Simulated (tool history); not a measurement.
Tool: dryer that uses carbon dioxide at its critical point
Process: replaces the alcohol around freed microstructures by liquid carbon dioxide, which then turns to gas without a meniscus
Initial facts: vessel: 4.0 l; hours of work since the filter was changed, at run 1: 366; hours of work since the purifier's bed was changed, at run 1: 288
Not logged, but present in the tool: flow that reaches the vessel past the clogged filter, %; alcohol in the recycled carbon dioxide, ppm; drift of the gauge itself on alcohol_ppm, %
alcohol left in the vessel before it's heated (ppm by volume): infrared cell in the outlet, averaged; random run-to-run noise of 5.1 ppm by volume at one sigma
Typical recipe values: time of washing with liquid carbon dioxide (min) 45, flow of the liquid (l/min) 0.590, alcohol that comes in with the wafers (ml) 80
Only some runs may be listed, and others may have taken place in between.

run,day,time of washing with liquid carbon dioxide (min),flow of the liquid (l/min),alcohol that comes in with the wafers (ml),hours of work since the filter was changed,hours of work since the purifier's bed was changed,alcohol left in the vessel before it's heated (ppm by volume)
1,0.000,45,0.590,80,366,288,115
2,1.188,45,0.590,80,380,303,130
3,1.733,45,0.590,80,387,309,127
4,2.892,45,0.590,80,401,323,123
5,3.488,45,0.590,80,408,330,124
6,4.167,45,0.590,80,416,339,131
7,4.746,45,0.590,80,423,346,132
8,5.796,45,0.590,80,436,358,137
9,6.712,45,0.590,80,447,369,130
10,7.729,53,0.590,80,459,382,79
11,8.517,53,0.590,80,469,391,89
12,9.325,53,0.590,80,479,401,96
13,10.300,53,0.590,80,490,413,83
14,11.479,53,0.590,80,505,427,93
# day 12.142: inlet filter changed
15,12.712,53,0.590,80,7,441,77
16,13.688,53,0.590,80,19,453,75
17,14.517,53,0.590,80,29,463,83
18,15.350,45,0.977,80,39,473,58
19,16.496,45,0.977,80,53,487,63
20,17.525,37,0.662,37,65,500,106
21,18.021,65,0.731,31,71,505,65
22,18.967,65,0.731,31,82,517,67
23,19.958,45,0.360,20,94,529,190
24,20.600,34,0.882,30,102,537,84
25,21.654,34,0.882,30,115,549,82
26,22.354,34,0.950,72,123,558,90
27,23.212,34,0.484,80,134,568,597
# day 24.308: purifier's bed changed
28,24.458,56,0.408,80,147,2,134
29,25.483,56,0.408,80,160,14,146
30,26.338,56,0.408,80,170,25,129
31,27.021,56,0.408,80,178,33,144
32,27.992,56,0.408,80,190,44,142
33,28.850,60,0.723,80,200,55,16
34,29.767,46,0.578,80,212,66,67

Below, some changes in alcohol left in the vessel before it's heated (ppm by volume) between adjacent runs. For each, the amount present without the hidden state too (settings, incoming material, random variation) and the amount remaining for the hidden state with gauge scatter not shared by both compared results:
Run 26 -> 27: flow of the liquid (l/min) 0.950 -> 0.484, alcohol that comes in with the wafers (ml) 72 -> 80. alcohol left in the vessel before it's heated (ppm by volume) +507: hidden state +53, all else +454.
Run 27 -> 28: time of washing with liquid carbon dioxide (min) 34 -> 56, flow of the liquid (l/min) 0.484 -> 0.408, purifier's bed changed. alcohol left in the vessel before it's heated (ppm by volume) -463: hidden state -100, all else -363.
Run 32 -> 33: time of washing with liquid carbon dioxide (min) 56 -> 60, flow of the liquid (l/min) 0.408 -> 0.723. alcohol left in the vessel before it's heated (ppm by volume) -126: hidden state -24, all else -102.
